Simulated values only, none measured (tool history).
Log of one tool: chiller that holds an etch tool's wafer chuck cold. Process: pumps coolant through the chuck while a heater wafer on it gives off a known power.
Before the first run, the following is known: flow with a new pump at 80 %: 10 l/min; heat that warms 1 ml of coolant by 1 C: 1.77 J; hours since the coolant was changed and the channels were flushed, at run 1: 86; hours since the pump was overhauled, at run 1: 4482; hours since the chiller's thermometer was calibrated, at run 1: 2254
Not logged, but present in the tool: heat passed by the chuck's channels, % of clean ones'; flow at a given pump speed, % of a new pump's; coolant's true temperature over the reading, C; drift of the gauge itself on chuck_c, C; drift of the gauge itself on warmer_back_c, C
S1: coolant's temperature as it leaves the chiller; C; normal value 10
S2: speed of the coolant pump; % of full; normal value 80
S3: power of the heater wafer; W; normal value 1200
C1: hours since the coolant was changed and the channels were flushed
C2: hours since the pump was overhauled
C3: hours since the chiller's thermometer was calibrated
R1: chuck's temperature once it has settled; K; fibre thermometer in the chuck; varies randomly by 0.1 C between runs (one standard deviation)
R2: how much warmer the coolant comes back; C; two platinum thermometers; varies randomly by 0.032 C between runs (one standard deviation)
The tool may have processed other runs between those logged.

Run 1, day 0.000: usual settings; C1 86; C2 4482; C3 2254. Result: R1 291.55 K, R2 4.24 C.
Run 2, day 4.533: usual settings; C1 195; C2 4591; C3 2363. Result: R1 291.55 K, R2 4.25 C.
Run 3, day 8.100: usual settings; C1 281; C2 4676; C3 2448. Result: R1 291.75 K, R2 4.18 C.
Run 4, day 12.788: usual settings; C1 393; C2 4789; C3 2561. Result: R1 291.55 K, R2 4.27 C.
Run 5, day 15.958: usual settings but S1 11 C; C1 469; C2 4865; C3 2637. Result: R1 292.55 K, R2 4.19 C.
Run 6, day 18.325: usual settings but S1 11 C; C1 526; C2 4922; C3 2694. Result: R1 292.75 K, R2 4.22 C.
Run 7, day 20.717: usual settings but S1 11 C; C1 584; C2 4979; C3 2751. Result: R1 292.55 K, R2 4.24 C.
Run 8, day 25.808: usual settings but S1 11 C; C1 706; C2 5101; C3 2873. Result: R1 292.65 K, R2 4.21 C.
Run 9, day 29.612: usual settings but S1 11 C; C1 797; C2 5193; C3 2965. Result: R1 292.65 K, R2 4.20 C.
Run 10, day 33.483: usual settings; C1 890; C2 5286; C3 3058. Result: R1 291.55 K, R2 4.27 C.
Run 11, day 36.483: usual settings; C1 962; C2 5358; C3 3130. Result: R1 291.45 K, R2 4.29 C.
Run 12, day 41.050: usual settings; C1 1072; C2 5467; C3 3239. Result: R1 291.65 K, R2 4.22 C.
Run 13, day 44.421: usual settings; C1 1153; C2 5548; C3 3320. Result: R1 291.65 K, R2 4.17 C.

Run 14, settings as shown, results not yet in. Your forecast:
At day 44.950: coolant pump overhauled.
Run 14, day 49.658: usual settings but S1 19 C, S3 946 W; C1 1273; C2 113; C3 3441. Result: R1 ?, R2 ?.

Logged for run 14: R1 299.05 K, R2 3.46 C.
On a tool with no hidden condition, and with the same random variation, this run would have come out at R1 298.95 K, R2 3.22 C.

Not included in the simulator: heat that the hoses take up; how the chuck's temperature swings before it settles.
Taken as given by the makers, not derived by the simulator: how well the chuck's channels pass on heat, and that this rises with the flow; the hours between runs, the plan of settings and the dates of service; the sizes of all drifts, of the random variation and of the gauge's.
